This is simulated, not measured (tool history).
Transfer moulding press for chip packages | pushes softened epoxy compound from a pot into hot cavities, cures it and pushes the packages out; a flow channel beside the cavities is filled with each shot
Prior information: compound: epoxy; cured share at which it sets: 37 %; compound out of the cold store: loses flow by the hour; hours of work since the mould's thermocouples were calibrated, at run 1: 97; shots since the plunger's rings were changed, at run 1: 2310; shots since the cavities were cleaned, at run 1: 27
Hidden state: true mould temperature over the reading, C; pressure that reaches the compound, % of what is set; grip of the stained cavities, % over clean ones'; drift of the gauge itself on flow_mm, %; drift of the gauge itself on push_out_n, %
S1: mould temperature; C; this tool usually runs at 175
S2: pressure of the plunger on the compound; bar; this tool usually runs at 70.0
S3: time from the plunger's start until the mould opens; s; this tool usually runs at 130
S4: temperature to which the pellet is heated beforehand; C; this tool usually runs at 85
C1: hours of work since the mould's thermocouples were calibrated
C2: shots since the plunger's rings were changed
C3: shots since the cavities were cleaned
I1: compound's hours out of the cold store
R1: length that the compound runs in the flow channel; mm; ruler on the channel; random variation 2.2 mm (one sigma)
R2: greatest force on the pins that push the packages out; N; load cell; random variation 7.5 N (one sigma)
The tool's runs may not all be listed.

run   hour   S1    S2   S3  S4   C1    C2   C3    I1   R1   R2
  1    0.0  175  70.0  130  85   97  2310   27  47.2  628  320
  2   16.0  175  70.0  130  85  106  2435  152  21.2  682  374
  3   25.5  175  70.0  130  85  111  2509  226  36.4  650  392
  4   43.6  175  70.0  130  85  121  2650  367  11.2  705  444
      47.3  -- plunger's sealing rings changed
  5   55.1  175  70.0  130  91  126    61  438  13.1  711  467
      57.9  -- cavities cleaned with cleaning compound and waxed
  6   64.9  173  70.0  132  85  131   126   55  31.3  679  560
  7   82.9  172  70.0  144  85  141   266  195  45.1  648  541
      90.5  -- cavities cleaned with cleaning compound and waxed, once more
  8   99.7  176  70.0  130  85  149   386   72  18.6  694  344
  9  115.3  174  76.9  111  76  158   508  194  11.2  749  532
 10  127.1  174  76.9  111  76  165   600  286  25.3  717  550

For some of the steps in R1 from one run to the next: how much would appear even if the tool had no hidden state, given the settings, what came in and random variation, and how much remains for the hidden state plus any gauge scatter that the measured result and the result without hidden state don't share?
Run 3 -> 4: settings left as they were, no log entry in between. R1 +55 mm: hidden state -2, all else +57.
Run 4 -> 5: S4 85 -> 91, plunger's sealing rings changed. R1 +6 mm: hidden state +12, all else -6.

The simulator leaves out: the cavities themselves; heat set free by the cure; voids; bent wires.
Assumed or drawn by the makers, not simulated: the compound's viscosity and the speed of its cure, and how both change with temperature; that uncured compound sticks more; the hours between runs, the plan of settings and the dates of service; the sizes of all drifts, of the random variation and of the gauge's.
